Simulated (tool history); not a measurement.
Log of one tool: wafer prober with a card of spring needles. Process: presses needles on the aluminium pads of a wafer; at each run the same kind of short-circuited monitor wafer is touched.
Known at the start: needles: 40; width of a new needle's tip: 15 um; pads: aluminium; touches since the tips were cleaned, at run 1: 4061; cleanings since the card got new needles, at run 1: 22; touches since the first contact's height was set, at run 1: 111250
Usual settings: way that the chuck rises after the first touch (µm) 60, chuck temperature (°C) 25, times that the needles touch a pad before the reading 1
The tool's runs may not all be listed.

run,hour,way that the chuck rises after the first touch (µm),chuck temperature (°C),times that the needles touch a pad before the reading,touches since the tips were cleaned,cleanings since the card got new needles,touches since the first contact's height was set,resistance of one needle with its contact and lead (mohm),way that a needle slides on the pad (µm)
1,0.0,60,25,1,4061,22,111250,311,9.97
# hour 0.9: tips cleaned on abrasive film
# hour 6.0: height of the first contact set anew
2,8.4,60,25,1,2621,23,859,401,10.27
# hour 13.1: tips cleaned on abrasive film
3,16.4,60,25,1,1214,24,3757,235,10.27
# hour 18.6: tips cleaned on abrasive film, once more
4,27.0,60,25,1,3081,25,7598,293,10.25
# hour 29.9: tips cleaned on abrasive film
5,38.9,60,25,2,3275,26,11887,253,10.24
# hour 42.0: tips cleaned on abrasive film
6,46.9,60,25,2,1772,27,14784,223,10.20
7,52.3,60,25,1,3762,27,16774,305,10.21
# hour 53.4: tips cleaned on abrasive film
8,58.8,69,25,1,1950,28,19094,238,11.72
# hour 65.0: tips cleaned on abrasive film
9,67.9,60,25,1,1040,29,22386,237,10.19
10,73.7,60,25,1,3149,29,24495,306,10.22
# hour 76.4: tips cleaned on abrasive film
11,81.4,60,25,1,1834,30,27292,269,10.19
# hour 87.9: tips cleaned on abrasive film
12,93.3,60,25,3,1964,31,31595,209,10.19
# hour 99.6: tips cleaned on abrasive film
13,101.9,52,25,1,852,32,34706,251,8.80
14,110.0,52,25,1,3811,32,37665,366,8.80
# hour 111.0: tips cleaned on abrasive film
15,119.5,52,25,1,3107,33,41088,350,8.76
# hour 122.3: tips cleaned on abrasive film
16,130.2,60,94,1,2881,34,44968,313,10.12
# hour 134.4: tips cleaned on abrasive film
17,137.7,60,94,1,1207,35,47677,248,10.10
18,143.1,60,94,1,3183,35,49653,311,10.11
# hour 145.7: tips cleaned on abrasive film
19,152.4,61,38,2,2437,36,53014,239,10.27
# hour 157.2: tips cleaned on abrasive film
20,158.5,68,25,2,486,37,55222,197,11.46
21,167.2,60,102,1,3658,37,58394,322,10.07
# hour 168.8: tips cleaned on abrasive film
22,179.3,60,102,1,3843,38,62782,327,10.05
# hour 180.5: tips cleaned on abrasive film
23,185.7,70,35,1,1891,39,65070,240,11.76
24,191.5,70,35,1,4011,39,67190,284,11.78
# hour 192.2: tips cleaned on abrasive film
25,196.7,51,25,2,1621,40,69051,247,8.51
# hour 203.8: tips cleaned on abrasive film
26,203.8,60,49,3,0,41,71633,186,10.03
27,210.6,45,33,1,2461,41,74094,382,7.48
# hour 216.0: tips cleaned on abrasive film
28,217.6,45,111,3,577,42,76620,233,7.41
29,225.6,45,111,3,3498,42,79541,285,7.44
# hour 227.7: tips cleaned on abrasive film
30,233.8,45,111,3,2216,43,82496,270,7.41
# hour 239.6: tips cleaned on abrasive film
31,242.9,52,25,1,1221,44,85804,272,8.61
# hour 250.9: tips cleaned on abrasive film
32,250.9,52,25,1,0,45,88687,197,8.62
33,257.7,64,52,2,2470,45,91157,242,10.64

4 ways to go on from here, each from the tool as it stands after run 33. What would each give?
# hour 262.5: tips cleaned on abrasive film
A,264.3,60,44,1,656,46,93532,?,?
# hour 262.5: tips cleaned on abrasive film
B,264.3,50,107,2,656,46,93532,?,?
# hour 262.5: tips cleaned on abrasive film
C,264.3,50,27,1,656,46,93532,?,?
# hour 262.5: tips cleaned on abrasive film
D,264.3,64,109,2,656,46,93532,?,?

run,resistance of one needle with its contact and lead (mohm),way that a needle slides on the pad (µm)
A,230,9.97
B,239,8.25
C,250,8.25
D,220,10.63
Without the tool's hidden state the same runs would have given:
run,resistance of one needle with its contact and lead (mohm),way that a needle slides on the pad (µm)
A,182,10.31
B,200,8.58
C,182,8.58
D,195,10.96

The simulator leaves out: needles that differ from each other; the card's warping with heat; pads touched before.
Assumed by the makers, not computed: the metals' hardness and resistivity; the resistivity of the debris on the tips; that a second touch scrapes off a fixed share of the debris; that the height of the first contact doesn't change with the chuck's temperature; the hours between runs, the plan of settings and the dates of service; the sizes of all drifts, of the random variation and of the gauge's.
